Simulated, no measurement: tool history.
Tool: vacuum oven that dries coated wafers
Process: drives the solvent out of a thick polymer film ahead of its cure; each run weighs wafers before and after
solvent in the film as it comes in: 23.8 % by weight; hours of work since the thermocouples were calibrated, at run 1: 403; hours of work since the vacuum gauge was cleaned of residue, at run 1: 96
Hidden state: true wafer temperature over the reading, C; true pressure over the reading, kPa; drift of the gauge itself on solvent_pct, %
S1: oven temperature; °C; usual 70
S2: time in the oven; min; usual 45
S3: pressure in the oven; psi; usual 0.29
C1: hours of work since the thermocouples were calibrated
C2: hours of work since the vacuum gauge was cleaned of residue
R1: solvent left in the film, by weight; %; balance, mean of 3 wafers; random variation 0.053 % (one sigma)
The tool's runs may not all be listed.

run   hour  S1  S2     S3   C1   C2     R1
  1      0  70  45   0.29  403   96   1.64
  2   23.2  70  45   0.29  414  107   1.66
  3   38.8  70  42   0.29  421  114   1.87
  4   69.4  70  42   0.29  435  128   1.84
  5     99  71  45   0.29  448  142   1.43
  6  127.4  71  45   0.29  461  155   1.32
  7  145.1  70  45  0.672  469  163   2.47
  8  162.6  70  45  0.672  477  171   2.53
  9  192.9  70  45   0.29  491  184   1.63
 10  221.7  70  45  0.318  504  198   1.77
 11  246.2  70  45   0.29  515  209   1.62
 12  273.7  70  45   0.29  528  221   1.61
 13  289.5  71  45   0.29  535  229   1.48
 14  317.6  71  45   0.29  548  241   1.32
 15  344.4  70  43   0.29  560  254   1.77
 16  359.5  70  43   0.29  567  261   1.78
 17  377.8  70  43   0.29  576  269   1.66
 18  400.4  70  45  0.524  586  279   2.17
 19  425.8  70  23   0.29  598  291   4.73
 20  457.2  70  23   0.29  612  305   4.73
 21  487.4  80  23  0.383  626  319   1.23
 22  506.2  80  23  0.383  634  328   1.22
 23  524.8  81  23  0.862  643  336   1.84
 24  548.2  57  23   0.96  653  347  13.95
 25  562.2  57  47   0.96  660  353   9.81
 26  588.3  76  47   0.96  672  365   2.12
 27  609.2  70  45  0.229  681  375   1.45
 28  633.2  70  45  0.229  692  386   1.49
 29  653.7  78  42   0.29  702  395    0.6
 30  672.1  78  42   0.29  710  403   0.61
 31  692.3  74  28  0.775  719  413   3.02
 32  707.2  78  26  0.299  726  419   1.25
 33  738.4  78  26  0.299  740  434   1.37
 34  761.8  78  26  0.299  751  444   1.23
 35  783.6  78  26  0.299  761  454   1.23
 36    797  69  58  0.257  767  460   1.29
 37  828.6  78  28  0.167  782  475   0.82
 38  855.6  78  28  0.167  794  487   0.79

5 ways to go on from here, each from the tool as it stands after run 38. What would each give?
  A  888.9  73  42  0.184  809  502   ?
  B  888.9  84  73  0.183  809  502   ?
  C  888.9  77  45  0.371  809  502   ?
  D  888.9  69  45   0.29  809  502   ?
  E  888.9  78  32  0.167  809  502   ?

run    R1
  A  0.94
  B  0.23
  C  0.81
  D  1.96
  E  0.59
Without the tool's hidden state the same runs would have given:
run    R1
  A  0.96
  B  0.23
  C  0.82
  D  1.99
  E  0.61
